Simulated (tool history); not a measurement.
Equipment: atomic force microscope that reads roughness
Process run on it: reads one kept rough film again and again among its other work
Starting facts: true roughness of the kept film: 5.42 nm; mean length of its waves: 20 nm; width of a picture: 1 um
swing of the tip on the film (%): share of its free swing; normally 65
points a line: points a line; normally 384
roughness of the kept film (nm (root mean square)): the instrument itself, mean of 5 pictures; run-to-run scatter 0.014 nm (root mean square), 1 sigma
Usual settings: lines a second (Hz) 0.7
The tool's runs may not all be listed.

run,hour,lines a second (Hz),swing of the tip on the film (%),points a line,roughness of the kept film (nm (root mean square))
1,0,0.7,65,384,2.285
2,8.8,0.7,65,384,2.249
3,17.3,0.7,65,384,2.218
4,31.1,0.7,65,384,2.165
5,42.5,2.191,65,384,2.005
6,49.8,0.691,65,384,2.087
7,56.9,0.691,65,384,2.08
8,68.8,0.691,65,384,2.038
9,84.9,0.7,65,384,1.962
10,95.7,0.7,65,384,1.934
11,103.8,0.7,65,384,1.896
12,114.9,0.7,65,575,1.883
# hour 116.4: new tip fitted
13,130.8,0.7,65,884,3.243
14,140.9,0.7,65,884,3.14
15,152.1,0.7,65,884,3.075
16,164.6,0.7,65,384,2.903
# hour 166.9: height scale calibrated on a step standard
17,182.6,1.571,65,384,2.689
# hour 195.4: height scale calibrated on a step standard, once more
18,198,1.571,65,384,2.572
19,208.3,1.571,65,384,2.518
20,221.5,3.48,75,304,2.045
21,236.3,0.798,65,621,2.459
22,249.5,0.798,65,621,2.376
23,266.6,0.936,89,745,2.093
24,283.3,2.203,77,384,1.936
25,292,0.771,77,601,2.126
26,309.2,0.934,77,350,2.003
27,316.2,1.913,75,293,1.856
28,326.9,0.751,65,677,2.046
29,337.5,2.094,73,399,1.807
30,352.2,0.665,65,489,1.97
31,364.2,0.753,71,1001,1.901
# hour 374.7: new tip fitted
32,380.7,1.65,74,471,3.062
33,393.6,1.65,74,471,2.951
34,405.4,1.65,74,471,2.829
35,417.7,1.65,74,471,2.728

4 ways to go on from here, each from the tool as it stands after run 35. What would each give?
A,429.7,0.7,75,384,?
B,429.7,2.931,65,384,?
C,429.7,0.962,81,649,?
D,429.7,1.477,78,381,?

run,roughness of the kept film (nm (root mean square))
A,2.825
B,2.64
C,2.729
D,2.632
What these runs would have given with no unlogged condition in the tool:
run,roughness of the kept film (nm (root mean square))
A,3.311
B,3.095
C,3.199
D,3.085

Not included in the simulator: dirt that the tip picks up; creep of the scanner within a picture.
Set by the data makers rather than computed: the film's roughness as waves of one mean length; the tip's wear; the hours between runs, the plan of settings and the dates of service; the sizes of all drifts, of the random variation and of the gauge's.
